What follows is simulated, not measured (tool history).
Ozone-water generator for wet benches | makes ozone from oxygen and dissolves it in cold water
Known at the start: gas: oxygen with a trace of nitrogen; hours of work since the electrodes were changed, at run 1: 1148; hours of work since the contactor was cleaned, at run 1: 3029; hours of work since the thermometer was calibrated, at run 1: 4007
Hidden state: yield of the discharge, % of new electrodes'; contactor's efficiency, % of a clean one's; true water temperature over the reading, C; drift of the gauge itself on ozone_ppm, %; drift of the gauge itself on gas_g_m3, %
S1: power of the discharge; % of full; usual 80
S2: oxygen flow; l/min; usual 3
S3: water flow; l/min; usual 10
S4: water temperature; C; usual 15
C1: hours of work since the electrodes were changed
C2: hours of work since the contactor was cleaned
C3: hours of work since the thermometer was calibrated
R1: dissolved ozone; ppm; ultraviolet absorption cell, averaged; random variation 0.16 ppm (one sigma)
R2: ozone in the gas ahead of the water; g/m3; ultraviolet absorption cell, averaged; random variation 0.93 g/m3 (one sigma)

run	hour	S1	S2	S3	S4	C1	C2	C3	R1	R2
1	0	80	3	10	15	1148	3029	4007	18.5	154.4
2	80	80	3	10	15	1197	3078	4056	18.7	152.8
3	168.5	44	3	10	15	1250	3132	4110	14	115
4	257.1	44	3	10	15	1304	3185	4164	13.8	113.9
5	337.3	80	3	11	15	1353	3234	4212	17.5	151.8
6	376.1	80	3	11	15	1376	3258	4236	17.3	152.2
7	462.3	67	3	11	15	1429	3310	4288	15.6	139.1
8	499.8	80	4.23	10	9	1452	3333	4311	20.9	131.3
9	539.8	80	4.23	8	10	1476	3357	4335	24.8	131.4
10	626.7	50	2.33	8	10	1529	3410	4388	18.4	134.6

Run 11 comes next. What will it give?
11	695.3	50	2.33	8	20	1570	3452	4430	?	?

Run 11 gave R1 16 ppm, R2 135.6 g/m3.
Without the tool's hidden state the same run would have given R1 17.3 ppm, R2 138.6 g/m3.
